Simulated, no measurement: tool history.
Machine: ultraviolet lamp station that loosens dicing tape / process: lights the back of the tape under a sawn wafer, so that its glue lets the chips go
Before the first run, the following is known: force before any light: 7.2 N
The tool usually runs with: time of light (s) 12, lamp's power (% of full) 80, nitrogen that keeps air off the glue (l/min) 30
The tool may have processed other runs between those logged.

| run | day | time of light (s) | lamp's power (% of full) | nitrogen that keeps air off the glue (l/min) | force that peels the tape off (N) | light that reached the tape (mJ/cm²) |
|---|---|---|---|---|---|---|
| 1 | 0.000 | 12 | 80 | 30 | 0.402 | 377 |
| 2 | 0.592 | 12 | 80 | 30 | 0.406 | 377 |
| 3 | 1.162 | 12 | 80 | 30 | 0.402 | 380 |
| 4 | 1.796 | 12 | 80 | 30 | 0.415 | 371 |
| 5 | 2.438 | 12 | 80 | 30 | 0.406 | 372 |
| 6 | 2.917 | 12 | 80 | 30 | 0.399 | 374 |
| 7 | 3.500 | 12 | 80 | 30 | 0.407 | 373 |
| 8 | 3.842 | 12 | 80 | 30 | 0.407 | 373 |
| 9 | 4.196 | 12 | 80 | 30 | 0.397 | 371 |
| 10 | 4.800 | 12 | 67 | 10 | 1.117 | 309 |
| 11 | 5.167 | 17 | 80 | 13 | 0.405 | 526 |
| 12 | 5.588 | 17 | 80 | 13 | 0.398 | 527 |
| 13 | 6.204 | 17 | 80 | 13 | 0.399 | 524 |
| 14 | 6.912 | 12 | 80 | 30 | 0.422 | 369 |
| 15 | 7.221 | 10 | 90 | 30 | 0.462 | 345 |
| 16 | 7.871 | 10 | 90 | 30 | 0.454 | 349 |
| 17 | 8.338 | 10 | 90 | 30 | 0.472 | 346 |

4 options for the next run, each taken on its own from the tool as it stands now. Forecast them:
| A | 8.717 | 10 | 90 | 10 | ? | ? |
| B | 8.717 | 17 | 71 | 24 | ? | ? |
| C | 8.717 | 12 | 69 | 25 | ? | ? |
| D | 8.717 | 18 | 92 | 30 | ? | ? |

| run | force that peels the tape off (N) | light that reached the tape (mJ/cm²) |
|---|---|---|
| A | 0.967 | 340 |
| B | 0.322 | 465 |
| C | 0.627 | 314 |
| D | 0.244 | 631 |
The same runs, with their run-to-run variation unchanged, on a tool lacking any hidden condition would have given:
| run | force that peels the tape off (N) | light that reached the tape (mJ/cm²) |
|---|---|---|
| A | 0.895 | 355 |
| B | 0.304 | 486 |
| C | 0.578 | 328 |
| D | 0.241 | 659 |

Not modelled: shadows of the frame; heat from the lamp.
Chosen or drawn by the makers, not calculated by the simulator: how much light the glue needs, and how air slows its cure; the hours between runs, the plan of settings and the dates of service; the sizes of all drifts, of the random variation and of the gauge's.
